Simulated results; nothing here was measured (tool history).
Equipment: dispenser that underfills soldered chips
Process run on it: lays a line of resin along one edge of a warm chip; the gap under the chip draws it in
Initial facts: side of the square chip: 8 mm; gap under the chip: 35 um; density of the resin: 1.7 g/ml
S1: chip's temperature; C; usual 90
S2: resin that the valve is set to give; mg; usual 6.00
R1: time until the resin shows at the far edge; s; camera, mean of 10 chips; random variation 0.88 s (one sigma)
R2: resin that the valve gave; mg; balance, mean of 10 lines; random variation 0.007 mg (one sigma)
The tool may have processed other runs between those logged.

run 1 hour=0.0 | S1=90 S2=6.00 | R1=85.7 R2=5.987
-- hour=7.8 new syringe of resin
run 2 hour=8.6 | S1=80 S2=6.00 | R1=130.4 R2=5.983
run 3 hour=17.6 | S1=80 S2=6.00 | R1=202.9 R2=5.952
-- hour=18.7 new syringe of resin
run 4 hour=24.8 | S1=90 S2=6.00 | R1=101.9 R2=5.943
-- hour=29.2 new syringe of resin
run 5 hour=29.3 | S1=92 S2=6.00 | R1=72.2 R2=5.927
run 6 hour=36.6 | S1=88 S2=6.00 | R1=122.4 R2=5.908
-- hour=40.0 new syringe of resin
run 7 hour=45.7 | S1=88 S2=6.00 | R1=112.3 R2=5.895
-- hour=51.0 new syringe of resin
run 8 hour=51.6 | S1=88 S2=6.00 | R1=87.0 R2=5.901
run 9 hour=58.5 | S1=88 S2=6.00 | R1=125.5 R2=5.872
-- hour=61.6 new syringe of resin
run 10 hour=63.9 | S1=90 S2=7.07 | R1=84.9 R2=6.920
run 11 hour=70.4 | S1=90 S2=7.07 | R1=117.4 R2=6.900
-- hour=72.5 dispensing valve cleaned and set on the balance
-- hour=73.2 new syringe of resin
run 12 hour=80.9 | S1=90 S2=7.07 | R1=108.7 R2=7.039
-- hour=84.3 new syringe of resin
run 13 hour=85.4 | S1=90 S2=7.07 | R1=80.4 R2=7.024
run 14 hour=90.6 | S1=90 S2=7.07 | R1=103.9 R2=6.992
-- hour=95.4 new syringe of resin
run 15 hour=100.0 | S1=89 S2=6.00 | R1=100.0 R2=5.929
-- hour=106.4 new syringe of resin
run 16 hour=108.8 | S1=89 S2=6.00 | R1=89.5 R2=5.921
run 17 hour=113.9 | S1=89 S2=6.00 | R1=116.1 R2=5.909
-- hour=117.0 new syringe of resin
run 18 hour=122.5 | S1=89 S2=6.00 | R1=108.0 R2=5.899
-- hour=127.9 new syringe of resin
run 19 hour=128.5 | S1=85 S2=6.53 | R1=96.6 R2=6.413
run 20 hour=134.7 | S1=81 S2=5.95 | R1=159.8 R2=5.840
-- hour=138.8 new syringe of resin
run 21 hour=141.7 | S1=81 S2=5.95 | R1=133.0 R2=5.819
run 22 hour=147.2 | S1=81 S2=5.95 | R1=179.0 R2=5.806
-- hour=149.4 new syringe of resin
-- hour=153.6 dispensing valve cleaned and set on the balance
run 23 hour=157.1 | S1=81 S2=5.95 | R1=168.1 R2=5.947
-- hour=161.3 new syringe of resin
run 24 hour=163.1 | S1=81 S2=5.95 | R1=128.4 R2=5.931
run 25 hour=167.9 | S1=81 S2=5.95 | R1=161.9 R2=5.913
-- hour=172.0 new syringe of resin
run 26 hour=177.3 | S1=87 S2=6.84 | R1=112.8 R2=6.792
run 27 hour=181.6 | S1=104 S2=6.43 | R1=63.8 R2=6.387
-- hour=182.8 new syringe of resin
run 28 hour=188.9 | S1=104 S2=6.43 | R1=54.8 R2=6.357
-- hour=193.9 new syringe of resin
run 29 hour=194.9 | S1=78 S2=6.30 | R1=140.3 R2=6.221
run 30 hour=202.5 | S1=90 S2=5.44 | R1=118.4 R2=5.366
-- hour=204.9 new syringe of resin
run 31 hour=210.3 | S1=90 S2=5.44 | R1=100.5 R2=5.352
-- hour=215.9 new syringe of resin
run 32 hour=216.3 | S1=97 S2=6.71 | R1=54.3 R2=6.589
run 33 hour=222.5 | S1=79 S2=7.42 | R1=175.3 R2=7.284
-- hour=226.4 new syringe of resin
run 34 hour=227.2 | S1=94 S2=5.44 | R1=66.1 R2=5.328
-- hour=234.4 dispensing valve cleaned and set on the balance
run 35 hour=236.4 | S1=94 S2=7.67 | R1=100.1 R2=7.662

Measured minus without-hidden-state, run by run (identical run-to-run variation in each term; gauge scatter may differ):
Unlogged tool condition in this case: resin's viscosity, % of fresh resin's; dose that the valve gives, % of what is set; true chip temperature over the reading, C; drift of the gauge itself on fill_s, %; drift of the gauge itself on given_mg, %.
run=1 R1=+5.5 R2=-0.019
run=2 R1=-1.1 R2=-0.033
run=3 R1=+72.0 R2=-0.048
run=4 R1=+22.1 R2=-0.060
run=5 R1=-3.5 R2=-0.067
run=6 R1=+33.0 R2=-0.082
run=7 R1=+21.4 R2=-0.095
run=8 R1=-3.1 R2=-0.105
run=9 R1=+33.5 R2=-0.118
run=10 R1=+4.3 R2=-0.149
run=11 R1=+36.9 R2=-0.162
run=12 R1=+29.8 R2=-0.037
run=13 R1=-1.1 R2=-0.047
run=14 R1=+22.6 R2=-0.058
run=15 R1=+13.9 R2=-0.064
run=16 R1=+4.6 R2=-0.079
run=17 R1=+30.7 R2=-0.087
run=18 R1=+20.1 R2=-0.101
run=19 R1=-7.1 R2=-0.121
run=20 R1=+33.6 R2=-0.121
run=21 R1=+7.6 R2=-0.133
run=22 R1=+50.9 R2=-0.142
run=23 R1=+39.0 R2=-0.005
run=24 R1=+0.0 R2=-0.016
run=25 R1=+33.8 R2=-0.024
run=26 R1=+18.9 R2=-0.046
run=27 R1=+21.3 R2=-0.050
run=28 R1=+10.2 R2=-0.061
run=29 R1=-4.3 R2=-0.069
run=30 R1=+35.4 R2=-0.071
run=31 R1=+16.3 R2=-0.083
run=32 R1=-3.8 R2=-0.113
run=33 R1=+36.1 R2=-0.138
run=34 R1=-2.1 R2=-0.108
run=35 R1=+31.0 R2=-0.007
